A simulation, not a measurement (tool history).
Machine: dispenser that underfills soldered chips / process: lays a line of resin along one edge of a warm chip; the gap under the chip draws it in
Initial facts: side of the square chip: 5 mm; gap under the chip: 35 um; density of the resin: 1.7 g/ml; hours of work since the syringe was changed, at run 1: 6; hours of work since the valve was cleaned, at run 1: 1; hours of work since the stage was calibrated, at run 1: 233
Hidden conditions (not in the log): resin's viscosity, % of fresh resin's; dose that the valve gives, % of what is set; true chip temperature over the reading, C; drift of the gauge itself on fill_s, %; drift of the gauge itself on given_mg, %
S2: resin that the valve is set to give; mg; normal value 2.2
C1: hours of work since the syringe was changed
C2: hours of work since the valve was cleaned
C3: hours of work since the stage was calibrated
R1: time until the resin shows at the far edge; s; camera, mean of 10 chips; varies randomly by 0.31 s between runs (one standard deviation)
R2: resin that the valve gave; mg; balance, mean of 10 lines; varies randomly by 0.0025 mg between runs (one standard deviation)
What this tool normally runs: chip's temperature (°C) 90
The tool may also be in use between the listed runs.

Run 1, hour 0: usual settings; C1 6; C2 1; C3 233. Result: R1 11.7 s, R2 2.206 mg.
At hour 7.5: new syringe of resin.
Run 2, hour 10.5: usual settings; C1 2; C2 9; C3 241. Result: R1 10.5 s, R2 2.197 mg.
At hour 22.6: new syringe of resin.
Run 3, hour 27.9: usual settings; C1 4; C2 22; C3 255. Result: R1 11.6 s, R2 2.189 mg.
At hour 36.9: new syringe of resin.
Run 4, hour 38.5: usual settings but chip's temperature (°C) 93; C1 1; C2 30; C3 263. Result: R1 9.1 s, R2 2.178 mg.
At hour 51.4: new syringe of resin.
Run 5, hour 53.9: usual settings but chip's temperature (°C) 93, S2 2.39 mg; C1 2; C2 42; C3 275. Result: R1 10.1 s, R2 2.362 mg.
Run 6, hour 61.8: usual settings; C1 8; C2 48; C3 281. Result: R1 13.5 s, R2 2.168 mg.
At hour 65.6: new syringe of resin.
At hour 75.3: dispensing valve cleaned and set on the balance.
Run 7, hour 77.3: usual settings; C1 8; C2 2; C3 292. Result: R1 13.1 s, R2 2.197 mg.
At hour 81.1: new syringe of resin.
At hour 94.8: new syringe of resin.
Run 8, hour 94.8: usual settings; C1 0; C2 15; C3 306. Result: R1 10.2 s, R2 2.193 mg.
Run 9, hour 103.7: usual settings but chip's temperature (°C) 100, S2 2.75 mg; C1 7; C2 22; C3 313. Result: R1 9.4 s, R2 2.728 mg.
At hour 109.3: new syringe of resin.
Run 10, hour 112.4: usual settings but S2 2.39 mg; C1 2; C2 29; C3 319. Result: R1 11 s, R2 2.367 mg.
Run 11, hour 122.6: usual settings but S2 2.39 mg; C1 11; C2 37; C3 328. Result: R1 14.1 s, R2 2.364 mg.
At hour 124.5: new syringe of resin.
Run 12, hour 137.2: usual settings but chip's temperature (°C) 77, S2 1.99 mg; C1 10; C2 48; C3 339. Result: R1 21.1 s, R2 1.958 mg.
At hour 139: new syringe of resin.
At hour 150.8: dispensing valve cleaned and set on the balance.
Run 13, hour 151.7: usual settings but chip's temperature (°C) 91, S2 2.38 mg; C1 9; C2 1; C3 349. Result: R1 13.5 s, R2 2.379 mg.
At hour 154.2: new syringe of resin.
Run 14, hour 165.2: usual settings but chip's temperature (°C) 92, S2 2.7 mg; C1 9; C2 11; C3 360. Result: R1 12.2 s, R2 2.689 mg.
At hour 168.8: new syringe of resin.
Run 15, hour 181.8: usual settings but chip's temperature (°C) 92, S2 2.7 mg; C1 10; C2 24; C3 373. Result: R1 13.3 s, R2 2.682 mg.
At hour 183.2: new syringe of resin.
At hour 197: new syringe of resin.
Run 16, hour 197.5: usual settings but chip's temperature (°C) 92, S2 2.56 mg; C1 0; C2 36; C3 385. Result: R1 9.3 s, R2 2.529 mg.

Consider 3 possible next runs. They are alternatives, not a sequence: every one starts from the tool as it was left by run 16. What does each give?
Run A, hour 207.7: usual settings but chip's temperature (°C) 92, S2 2.31 mg; C1 8; C2 44; C3 393. Result: R1 ?, R2 ?.
Run B, hour 207.7: usual settings but chip's temperature (°C) 87, S2 1.93 mg; C1 8; C2 44; C3 393. Result: R1 ?, R2 ?.
Run C, hour 207.7: usual settings but chip's temperature (°C) 82, S2 2.67 mg; C1 8; C2 44; C3 393. Result: R1 ?, R2 ?.

run    R1     R2
  A    12  2.273
  B  15.4  1.899
  C  16.9  2.623
Take away the tool's hidden state, keep each run's random variation, and the runs would have read:
run    R1     R2
  A   8.5  2.309
  B  11.2  1.929
  C  12.2  2.664
